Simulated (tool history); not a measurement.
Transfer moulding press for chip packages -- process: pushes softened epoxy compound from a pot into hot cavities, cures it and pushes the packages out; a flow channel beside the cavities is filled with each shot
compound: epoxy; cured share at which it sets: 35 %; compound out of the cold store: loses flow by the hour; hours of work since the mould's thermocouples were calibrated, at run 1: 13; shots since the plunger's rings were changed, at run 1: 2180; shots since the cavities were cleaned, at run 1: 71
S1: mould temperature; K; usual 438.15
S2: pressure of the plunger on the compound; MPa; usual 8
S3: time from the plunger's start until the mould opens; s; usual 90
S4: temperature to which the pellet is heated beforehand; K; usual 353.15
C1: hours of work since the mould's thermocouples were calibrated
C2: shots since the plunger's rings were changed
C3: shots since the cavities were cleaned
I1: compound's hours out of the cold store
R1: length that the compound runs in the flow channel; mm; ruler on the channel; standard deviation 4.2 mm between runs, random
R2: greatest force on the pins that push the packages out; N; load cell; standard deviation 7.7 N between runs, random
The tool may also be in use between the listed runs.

run	hour	S1	S2	S3	S4	C1	C2	C3	I1	R1	R2
1	0	438.15	8	90	353.15	13	2180	71	31.8	594	384
2	25.4	438.15	6.28	90	353.15	23	2375	266	10.5	541	486
3	70.2	438.15	6.28	90	353.15	42	2719	610	9.1	544	581
# hour 88.7: cavities cleaned with cleaning compound and waxed
4	114	438.15	8	90	353.15	60	3043	194	25.7	586	425
5	155.3	438.15	8	90	353.15	77	3360	511	22.8	585	527
# hour 187.8: cavities cleaned with cleaning compound and waxed
6	196.2	438.15	8	90	353.15	94	3662	65	19.6	600	365
7	234.3	438.15	8	90	353.15	110	3954	357	18.6	587	505
8	255.7	438.15	6.71	90	353.15	119	4118	521	33.8	517	568
# hour 284.8: cavities cleaned with cleaning compound and waxed
9	284.8	438.15	6.71	90	353.15	131	4330	0	14.7	537	333
# hour 300.8: plunger's sealing rings changed
10	334.6	438.15	6.71	90	353.15	151	260	363	10.6	587	519
11	371.9	438.15	6.71	90	353.15	166	546	649	47.5	534	587
# hour 386.6: cavities cleaned with cleaning compound and waxed
12	397.4	438.15	6.71	90	353.15	176	730	83	41.6	537	380
13	430.8	438.15	8	90	353.15	190	986	339	39.2	590	505
14	480.6	438.15	6.56	90	353.15	211	1368	721	26.2	547	599
# hour 485.2: cavities cleaned with cleaning compound and waxed
15	527.5	438.15	6.56	90	353.15	231	1716	324	17.8	553	526
16	556.6	435.15	6.03	114	362.15	243	1939	547	32.9	515	495
# hour 583.7: cavities cleaned with cleaning compound and waxed
17	607.8	438.15	8	91	353.15	264	2320	185	10.6	618	464
18	646.1	438.15	6.29	77	353.15	280	2614	479	40.6	503	735

Forecast run 19:
# hour 682.1: cavities cleaned with cleaning compound and waxed
19	682.1	438.15	6.29	99	354.15	294	2879	0	24.5	?	?

R1: 522 mm
R2: 298 N
The same run, on a tool lacking any hidden state, would have yielded R1 551 mm, R2 295 N.
